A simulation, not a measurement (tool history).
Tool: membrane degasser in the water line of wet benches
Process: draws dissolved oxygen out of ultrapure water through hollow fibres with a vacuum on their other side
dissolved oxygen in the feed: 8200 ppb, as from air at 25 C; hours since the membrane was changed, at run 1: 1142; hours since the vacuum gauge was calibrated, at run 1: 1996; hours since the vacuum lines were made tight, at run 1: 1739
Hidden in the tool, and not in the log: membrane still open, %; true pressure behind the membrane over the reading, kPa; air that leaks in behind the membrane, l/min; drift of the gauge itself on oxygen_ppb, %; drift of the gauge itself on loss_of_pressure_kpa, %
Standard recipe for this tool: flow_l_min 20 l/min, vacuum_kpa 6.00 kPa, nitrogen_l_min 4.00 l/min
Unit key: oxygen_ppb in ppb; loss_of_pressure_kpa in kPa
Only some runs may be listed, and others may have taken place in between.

| run | hour | flow_l_min | vacuum_kpa | nitrogen_l_min | hours since the membrane was changed | hours since the vacuum gauge was calibrated | hours since the vacuum lines were made tight | oxygen_ppb | loss_of_pressure_kpa |
|---|---|---|---|---|---|---|---|---|---|
| 1 | 0.0 | 20 | 6.00 | 4.00 | 1142 | 1996 | 1739 | 311.3 | 36.96 |
| 2 | 45.9 | 20 | 6.00 | 4.00 | 1188 | 2042 | 1785 | 309.3 | 37.70 |
| 3 | 87.2 | 20 | 6.00 | 4.00 | 1229 | 2083 | 1826 | 309.7 | 37.20 |
| 4 | 160.9 | 20 | 6.00 | 4.00 | 1303 | 2157 | 1900 | 311.7 | 37.55 |
| 5 | 241.3 | 20 | 4.13 | 4.00 | 1384 | 2238 | 1981 | 292.5 | 37.21 |
| 6 | 324.2 | 18 | 4.13 | 4.00 | 1466 | 2320 | 2063 | 246.3 | 34.06 |
| 7 | 411.1 | 20 | 6.00 | 5.30 | 1553 | 2407 | 2150 | 304.7 | 37.39 |
| 8 | 497.4 | 20 | 6.66 | 4.00 | 1640 | 2494 | 2237 | 321.6 | 37.21 |
| 9 | 542.3 | 20 | 6.00 | 4.00 | 1685 | 2539 | 2282 | 316.6 | 37.51 |
| 10 | 629.3 | 17 | 6.00 | 4.00 | 1772 | 2625 | 2368 | 245.8 | 31.72 |
| 11 | 669.8 | 17 | 6.00 | 4.00 | 1812 | 2666 | 2409 | 248.0 | 31.85 |
| 12 | 738.1 | 20 | 6.00 | 4.00 | 1880 | 2734 | 2477 | 312.9 | 37.80 |
| 13 | 818.5 | 20 | 6.00 | 4.95 | 1961 | 2815 | 2558 | 306.0 | 37.80 |
| 14 | 887.6 | 20 | 6.00 | 4.00 | 2030 | 2884 | 2627 | 313.1 | 37.43 |
|  | 893.9 | vacuum gauge calibrated |
| 15 | 954.2 | 20 | 6.00 | 3.61 | 2096 | 60 | 2693 | 315.9 | 37.55 |
| 16 | 1034.1 | 20 | 6.00 | 3.61 | 2176 | 140 | 2773 | 315.2 | 37.73 |
| 17 | 1088.1 | 20 | 6.00 | 4.00 | 2230 | 194 | 2827 | 315.1 | 37.73 |
|  | 1121.8 | vacuum gauge calibrated, once more |
| 18 | 1137.1 | 20 | 6.00 | 4.00 | 2278 | 15 | 2875 | 312.4 | 37.43 |
| 19 | 1209.5 | 17 | 9.68 | 1.96 | 2351 | 88 | 2948 | 351.6 | 32.29 |
| 20 | 1272.0 | 17 | 9.68 | 1.96 | 2413 | 150 | 3010 | 342.6 | 32.05 |
| 21 | 1358.5 | 29 | 12.04 | 5.29 | 2500 | 237 | 3097 | 578.8 | 54.12 |
| 22 | 1424.3 | 24 | 3.62 | 4.00 | 2566 | 303 | 3163 | 375.2 | 45.41 |
| 23 | 1483.9 | 27 | 6.14 | 7.96 | 2625 | 362 | 3222 | 462.0 | 50.78 |
| 24 | 1527.2 | 23 | 3.77 | 3.59 | 2668 | 405 | 3265 | 363.4 | 43.37 |
| 25 | 1589.7 | 17 | 11.46 | 3.88 | 2731 | 468 | 3328 | 305.7 | 31.86 |
| 26 | 1649.7 | 20 | 6.00 | 2.35 | 2791 | 528 | 3388 | 342.9 | 37.68 |
| 27 | 1731.1 | 12 | 12.54 | 4.00 | 2872 | 609 | 3469 | 186.0 | 22.76 |
| 28 | 1817.5 | 32 | 13.64 | 6.63 | 2959 | 696 | 3556 | 667.5 | 60.34 |
| 29 | 1882.7 | 30 | 11.39 | 2.17 | 3024 | 761 | 3621 | 746.9 | 56.54 |
| 30 | 1961.8 | 30 | 11.39 | 2.17 | 3103 | 840 | 3700 | 738.6 | 56.67 |
| 31 | 2020.2 | 21 | 11.39 | 2.17 | 3162 | 898 | 3758 | 485.5 | 39.62 |
| 32 | 2061.5 | 21 | 13.50 | 2.17 | 3203 | 940 | 3800 | 533.2 | 39.79 |
| 33 | 2100.4 | 21 | 7.17 | 4.67 | 3242 | 979 | 3839 | 352.7 | 39.43 |

Here are 3 independent what-if runs from the current tool condition. What would each one return?
| A | 2175.4 | 30 | 6.57 | 2.03 | 3317 | 1054 | 3914 | ? | ? |
| B | 2175.4 | 20 | 6.00 | 4.05 | 3317 | 1054 | 3914 | ? | ? |
| C | 2175.4 | 21 | 7.17 | 2.11 | 3317 | 1054 | 3914 | ? | ? |

| run | oxygen_ppb | loss_of_pressure_kpa |
|---|---|---|
| A | 607.3 | 56.75 |
| B | 324.3 | 37.50 |
| C | 400.4 | 39.55 |
What these runs would have given with no unlogged condition in the tool:
| run | oxygen_ppb | loss_of_pressure_kpa |
|---|---|---|
| A | 583.9 | 55.83 |
| B | 308.1 | 36.89 |
| C | 383.0 | 38.90 |
